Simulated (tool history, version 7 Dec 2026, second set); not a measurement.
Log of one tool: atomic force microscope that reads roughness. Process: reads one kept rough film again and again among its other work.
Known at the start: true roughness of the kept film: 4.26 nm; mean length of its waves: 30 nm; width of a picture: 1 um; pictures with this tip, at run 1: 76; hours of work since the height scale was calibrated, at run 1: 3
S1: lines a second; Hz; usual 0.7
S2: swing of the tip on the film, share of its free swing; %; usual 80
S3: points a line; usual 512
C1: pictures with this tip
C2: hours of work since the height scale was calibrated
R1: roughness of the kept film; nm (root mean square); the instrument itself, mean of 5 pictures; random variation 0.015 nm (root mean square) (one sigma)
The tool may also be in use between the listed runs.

run,hour,S1,S2,S3,C1,C2,R1
1,0,0.7,80,512,76,3,3.5
2,10.3,0.7,86,512,85,8,3.465
# hour 19.3: new tip fitted
3,21.4,0.7,86,512,2,14,3.478
4,28.7,0.7,86,512,8,18,3.481
5,36.5,0.7,86,512,15,22,3.477
6,47.1,2.215,80,512,24,28,3.312
7,58.8,2.215,80,512,35,34,3.348
8,64.3,2.215,80,512,39,37,3.325
9,70.6,2.215,80,512,45,40,3.348
10,81.8,1.527,80,512,55,46,3.384
11,88.7,2.852,80,512,61,50,3.278
12,97.6,2.852,80,512,68,55,3.233
13,104.8,2.852,80,512,75,59,3.282
14,115.9,2.852,80,512,84,65,3.27
# hour 124.9: new tip fitted
15,128.7,2.852,80,512,3,71,3.258
16,135.5,0.7,63,512,9,75,3.525
17,145.1,0.7,85,512,17,80,3.473
18,151,0.7,85,512,23,83,3.47
19,160.2,0.7,80,315,31,88,3.497
20,169.9,3.154,76,315,39,93,3.252
21,175.8,1.367,68,313,44,96,3.47
22,186.1,0.803,79,336,53,102,3.457
23,194.3,0.7,75,472,60,106,3.516
24,203.6,1.746,62,592,68,111,3.492
25,213,1.483,66,598,77,116,3.489
26,225,0.62,70,348,87,123,3.513
# hour 231.1: new tip fitted
27,236.1,0.7,64,734,4,128,3.526
28,244.4,3.221,69,978,12,133,3.381
29,255.7,3.221,69,978,21,139,3.378
30,261.4,3.857,59,512,26,142,3.448
31,273.5,1.163,75,701,37,148,3.472
32,283.1,0.591,78,261,45,154,3.502

3 ways to go on from here, each from the tool as it stands after run 32. What would each give?
A,294.5,3.123,82,415,55,160,?
B,294.5,3.938,81,262,55,160,?
C,294.5,2.222,80,512,55,160,?

run,R1
A,3.197
B,3.121
C,3.314
Without the tool's hidden state the same runs would have given:
run,R1
A,3.201
B,3.125
C,3.318
